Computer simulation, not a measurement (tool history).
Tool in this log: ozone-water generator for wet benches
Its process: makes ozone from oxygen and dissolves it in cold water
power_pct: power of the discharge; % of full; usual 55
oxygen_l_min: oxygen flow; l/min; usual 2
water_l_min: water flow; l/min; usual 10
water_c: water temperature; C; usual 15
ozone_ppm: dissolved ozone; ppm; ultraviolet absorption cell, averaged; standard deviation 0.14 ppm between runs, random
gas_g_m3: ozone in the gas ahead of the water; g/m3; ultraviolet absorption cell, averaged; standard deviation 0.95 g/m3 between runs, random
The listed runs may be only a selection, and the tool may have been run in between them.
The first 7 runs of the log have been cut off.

run	hour	power_pct	oxygen_l_min	water_l_min	water_c	hours of work since the electrodes were changed	hours of work since the contactor was cleaned	hours of work since the thermometer was calibrated	ozone_ppm	gas_g_m3
8	497.3	55	2	10	15	3246	4697	3246	14.1	153.4
9	581.4	55	1.78	10	15	3330	4781	3330	13.7	161
10	676.4	55	1.78	10	15	3424	4875	3424	13.8	157.2
11	760.5	55	2	10	15	3508	4959	3508	14	153.1
12	838.1	55	2	10	15	3585	5036	3585	13.7	153.3
13	910.5	55	2	10	10	3657	5108	3657	14.9	152.1
14	955.5	55	2	10	17	3702	5153	3702	13.5	152.6
15	999.9	55	2	10	15	3747	5197	3747	13.8	153.2
16	1070.9	55	2	10	15	3817	5268	3817	13.9	151.7
17	1114.6	55	2	10	15	3861	5312	3861	13.8	152.8
18	1167.1	55	2.08	10	19	3913	5364	3913	13.2	148.6
# hour 1191.3: water thermometer calibrated
19	1272.9	80	2.08	9	19	4018	5469	81	18.3	189.4

Run 20 has not been measured yet. What should we expect?
20	1359.2	69	1.17	9	19	4104	5555	167	?	?

ozone_ppm: 14.6 ppm
gas_g_m3: 213.5 g/m3
If the tool had no hidden condition, the same run with the same run-to-run variation would have returned ozone_ppm 16.6 ppm, gas_g_m3 230.7 g/m3.
